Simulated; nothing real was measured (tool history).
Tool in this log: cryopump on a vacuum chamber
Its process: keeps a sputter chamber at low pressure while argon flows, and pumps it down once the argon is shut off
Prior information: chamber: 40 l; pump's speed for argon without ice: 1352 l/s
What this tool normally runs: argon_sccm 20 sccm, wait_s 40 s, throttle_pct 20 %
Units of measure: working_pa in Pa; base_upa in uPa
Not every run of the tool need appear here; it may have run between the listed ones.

| run | hour | argon_sccm | wait_s | throttle_pct | working_pa | base_upa |
|---|---|---|---|---|---|---|
| 1 | 0.0 | 20 | 40 | 20 | 0.1262 | 1.90 |
| 2 | 30.8 | 20 | 40 | 20 | 0.1259 | 1.97 |
| 3 | 71.2 | 20 | 40 | 20 | 0.1268 | 2.03 |
| 4 | 89.9 | 20 | 40 | 20 | 0.1256 | 2.04 |
| 5 | 122.6 | 20 | 40 | 20 | 0.1259 | 2.04 |
| 6 | 163.9 | 20 | 40 | 20 | 0.1259 | 1.94 |
| 7 | 194.6 | 20 | 40 | 20 | 0.1255 | 2.05 |
| 8 | 232.9 | 20 | 40 | 20 | 0.1274 | 1.98 |
| 9 | 261.0 | 20 | 40 | 20 | 0.1265 | 2.00 |
| 10 | 280.5 | 20 | 40 | 20 | 0.1268 | 1.95 |
| 11 | 320.9 | 8 | 220 | 39 | 0.0255 | 1.05 |
| 12 | 353.7 | 8 | 220 | 39 | 0.0266 | 1.07 |
| 13 | 380.7 | 8 | 220 | 39 | 0.0264 | 1.09 |
| 14 | 399.7 | 31 | 40 | 20 | 0.1963 | 2.04 |
| 15 | 426.3 | 13 | 61 | 59 | 0.0289 | 1.58 |
| 16 | 446.6 | 13 | 61 | 59 | 0.0288 | 1.56 |
|  | 456.1 | leaking fittings of the chamber tightened, without venting |
| 17 | 489.9 | 15 | 61 | 21 | 0.0910 | 1.07 |
| 18 | 528.3 | 15 | 61 | 21 | 0.0916 | 1.11 |
| 19 | 561.5 | 16 | 23 | 21 | 0.0974 | 2.36 |
| 20 | 600.2 | 16 | 23 | 21 | 0.0981 | 2.38 |

Branching from run 20: 5 alternative next runs. What would each branch give?
| A | 627.9 | 18 | 72 | 39 | ? | ? |
| B | 627.9 | 33 | 23 | 43 | ? | ? |
| C | 627.9 | 20 | 68 | 34 | ? | ? |
| D | 627.9 | 24 | 96 | 33 | ? | ? |
| E | 627.9 | 11 | 23 | 21 | ? | ? |

| run | working_pa | base_upa |
|---|---|---|
| A | 0.0606 | 0.95 |
| B | 0.1019 | 2.33 |
| C | 0.0769 | 1.04 |
| D | 0.0942 | 0.83 |
| E | 0.0672 | 2.35 |
Take away the tool's hidden state, keep each run's random variation, and the runs would have read:
| run | working_pa | base_upa |
|---|---|---|
| A | 0.0577 | 0.84 |
| B | 0.0965 | 2.22 |
| C | 0.0737 | 0.93 |
| D | 0.0903 | 0.72 |
| E | 0.0654 | 2.24 |
